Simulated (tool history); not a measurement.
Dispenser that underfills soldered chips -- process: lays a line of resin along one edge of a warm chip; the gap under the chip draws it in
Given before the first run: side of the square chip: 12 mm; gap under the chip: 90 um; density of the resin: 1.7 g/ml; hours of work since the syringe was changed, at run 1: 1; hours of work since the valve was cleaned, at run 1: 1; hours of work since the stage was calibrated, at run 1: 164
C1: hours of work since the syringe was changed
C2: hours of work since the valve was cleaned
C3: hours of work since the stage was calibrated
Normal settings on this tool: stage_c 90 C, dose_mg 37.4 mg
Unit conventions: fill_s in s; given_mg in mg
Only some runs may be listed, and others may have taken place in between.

run 1 hour=0.0 | stage_c=90 dose_mg=37.4 | C1=1 C2=1 C3=164 | fill_s=50.8 given_mg=37.47
run 2 hour=5.4 | stage_c=90 dose_mg=37.4 | C1=5 C2=5 C3=168 | fill_s=72.4 given_mg=37.00
run 3 hour=12.8 | stage_c=90 dose_mg=37.4 | C1=10 C2=10 C3=173 | fill_s=110.4 given_mg=37.12
-- hour=15.6 new syringe of resin
run 4 hour=20.0 | stage_c=90 dose_mg=37.4 | C1=3 C2=15 C3=178 | fill_s=62.0 given_mg=37.01
run 5 hour=25.4 | stage_c=90 dose_mg=37.4 | C1=7 C2=18 C3=181 | fill_s=87.4 given_mg=37.10
run 6 hour=30.2 | stage_c=90 dose_mg=37.4 | C1=10 C2=22 C3=185 | fill_s=114.3 given_mg=37.02
-- hour=32.0 new syringe of resin
run 7 hour=34.3 | stage_c=90 dose_mg=32.4 | C1=2 C2=24 C3=187 | fill_s=54.3 given_mg=31.71
run 8 hour=41.4 | stage_c=78 dose_mg=32.4 | C1=7 C2=29 C3=192 | fill_s=126.5 given_mg=31.68
run 9 hour=44.6 | stage_c=79 dose_mg=38.6 | C1=9 C2=31 C3=195 | fill_s=145.4 given_mg=37.68
-- hour=48.6 new syringe of resin
run 10 hour=51.3 | stage_c=105 dose_mg=47.1 | C1=2 C2=36 C3=199 | fill_s=35.3 given_mg=46.04

Table of differences, measured result less the result of that run with no hidden state. Run-to-run variation is the same in both. Gauge scatter possibly is not:
Hidden state present: resin's viscosity, % of fresh resin's; dose that the valve gives, % of what is set; true chip temperature over the reading, C; drift of the gauge itself on fill_s, %; drift of the gauge itself on given_mg, %.
run=1 fill_s=+4.8 given_mg=-0.04
run=2 fill_s=+25.1 given_mg=-0.11
run=3 fill_s=+64.8 given_mg=-0.23
run=4 fill_s=+16.1 given_mg=-0.33
run=5 fill_s=+41.1 given_mg=-0.42
run=6 fill_s=+69.1 given_mg=-0.50
run=7 fill_s=+8.3 given_mg=-0.48
run=8 fill_s=+57.8 given_mg=-0.56
run=9 fill_s=+80.3 given_mg=-0.73
run=10 fill_s=+6.6 given_mg=-1.02
